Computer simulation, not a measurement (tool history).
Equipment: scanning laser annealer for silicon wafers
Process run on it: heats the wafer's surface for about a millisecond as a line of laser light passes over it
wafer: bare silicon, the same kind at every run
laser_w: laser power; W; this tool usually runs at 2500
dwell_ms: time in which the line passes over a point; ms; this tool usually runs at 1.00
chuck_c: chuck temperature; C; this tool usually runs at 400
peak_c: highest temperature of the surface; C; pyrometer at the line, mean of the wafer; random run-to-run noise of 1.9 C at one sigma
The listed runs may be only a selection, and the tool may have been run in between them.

run 1 day=0.000 | laser_w=2500 dwell_ms=1.00 chuck_c=400 | peak_c=1223
run 2 day=0.479 | laser_w=2500 dwell_ms=1.00 chuck_c=400 | peak_c=1223
run 3 day=0.750 | laser_w=2500 dwell_ms=1.21 chuck_c=400 | peak_c=1292
run 4 day=1.012 | laser_w=2500 dwell_ms=1.08 chuck_c=400 | peak_c=1248
run 5 day=1.617 | laser_w=2500 dwell_ms=1.08 chuck_c=400 | peak_c=1245
run 6 day=2.012 | laser_w=2500 dwell_ms=1.01 chuck_c=400 | peak_c=1223
run 7 day=2.471 | laser_w=2500 dwell_ms=1.01 chuck_c=400 | peak_c=1221
run 8 day=2.779 | laser_w=2500 dwell_ms=1.00 chuck_c=400 | peak_c=1217
run 9 day=3.075 | laser_w=2500 dwell_ms=1.08 chuck_c=400 | peak_c=1246
run 10 day=3.608 | laser_w=2500 dwell_ms=1.01 chuck_c=400 | peak_c=1220
run 11 day=4.221 | laser_w=2500 dwell_ms=1.00 chuck_c=400 | peak_c=1218
run 12 day=4.658 | laser_w=2500 dwell_ms=1.00 chuck_c=400 | peak_c=1219
run 13 day=5.221 | laser_w=2500 dwell_ms=1.00 chuck_c=400 | peak_c=1221
run 14 day=5.600 | laser_w=2500 dwell_ms=1.00 chuck_c=411 | peak_c=1231
run 15 day=6.117 | laser_w=2500 dwell_ms=1.00 chuck_c=411 | peak_c=1227
run 16 day=6.625 | laser_w=2500 dwell_ms=1.00 chuck_c=400 | peak_c=1219
run 17 day=7.062 | laser_w=2500 dwell_ms=1.00 chuck_c=400 | peak_c=1214
run 18 day=7.475 | laser_w=2500 dwell_ms=1.00 chuck_c=400 | peak_c=1217
run 19 day=7.762 | laser_w=2574 dwell_ms=1.00 chuck_c=400 | peak_c=1241
run 20 day=8.188 | laser_w=2500 dwell_ms=1.00 chuck_c=400 | peak_c=1217
run 21 day=8.583 | laser_w=2500 dwell_ms=1.00 chuck_c=400 | peak_c=1215
run 22 day=9.179 | laser_w=2476 dwell_ms=0.82 chuck_c=371 | peak_c=1110
run 23 day=9.692 | laser_w=2629 dwell_ms=1.04 chuck_c=362 | peak_c=1232
run 24 day=10.329 | laser_w=2629 dwell_ms=1.04 chuck_c=362 | peak_c=1231
run 25 day=10.896 | laser_w=2398 dwell_ms=1.00 chuck_c=397 | peak_c=1182
run 26 day=11.454 | laser_w=2744 dwell_ms=1.00 chuck_c=400 | peak_c=1287
run 27 day=11.892 | laser_w=2744 dwell_ms=1.00 chuck_c=400 | peak_c=1290
-- day=12.071 laser's power meter calibrated
run 28 day=12.529 | laser_w=2744 dwell_ms=1.00 chuck_c=400 | peak_c=1286
run 29 day=12.825 | laser_w=2744 dwell_ms=1.00 chuck_c=400 | peak_c=1285
run 30 day=13.246 | laser_w=2744 dwell_ms=1.00 chuck_c=400 | peak_c=1286
run 31 day=13.625 | laser_w=2270 dwell_ms=1.00 chuck_c=413 | peak_c=1161
run 32 day=14.067 | laser_w=2259 dwell_ms=0.98 chuck_c=419 | peak_c=1156
run 33 day=14.638 | laser_w=2500 dwell_ms=1.00 chuck_c=436 | peak_c=1249
run 34 day=15.158 | laser_w=2391 dwell_ms=1.00 chuck_c=418 | peak_c=1202
run 35 day=15.471 | laser_w=2271 dwell_ms=1.00 chuck_c=410 | peak_c=1157
-- day=15.696 laser's power meter calibrated, once more
run 36 day=16.179 | laser_w=2581 dwell_ms=1.19 chuck_c=433 | peak_c=1337
run 37 day=16.638 | laser_w=2581 dwell_ms=1.19 chuck_c=433 | peak_c=1338
run 38 day=17.200 | laser_w=2500 dwell_ms=0.90 chuck_c=400 | peak_c=1174
run 39 day=17.783 | laser_w=2500 dwell_ms=0.90 chuck_c=400 | peak_c=1178
run 40 day=18.396 | laser_w=2500 dwell_ms=0.90 chuck_c=400 | peak_c=1175
run 41 day=18.988 | laser_w=2251 dwell_ms=0.80 chuck_c=413 | peak_c=1086

Forecast each of these 3 alternatives for the next run:
run A day=19.362 | laser_w=2251 dwell_ms=0.80 chuck_c=361 | peak_c=?
run B day=19.362 | laser_w=2400 dwell_ms=1.01 chuck_c=365 | peak_c=?
run C day=19.362 | laser_w=2650 dwell_ms=1.18 chuck_c=436 | peak_c=?

run=A peak_c=1032
run=B peak_c=1152
run=C peak_c=1360
What these runs would have given with no unlogged condition in the tool:
run=A peak_c=1049
run=B peak_c=1172
run=C peak_c=1384
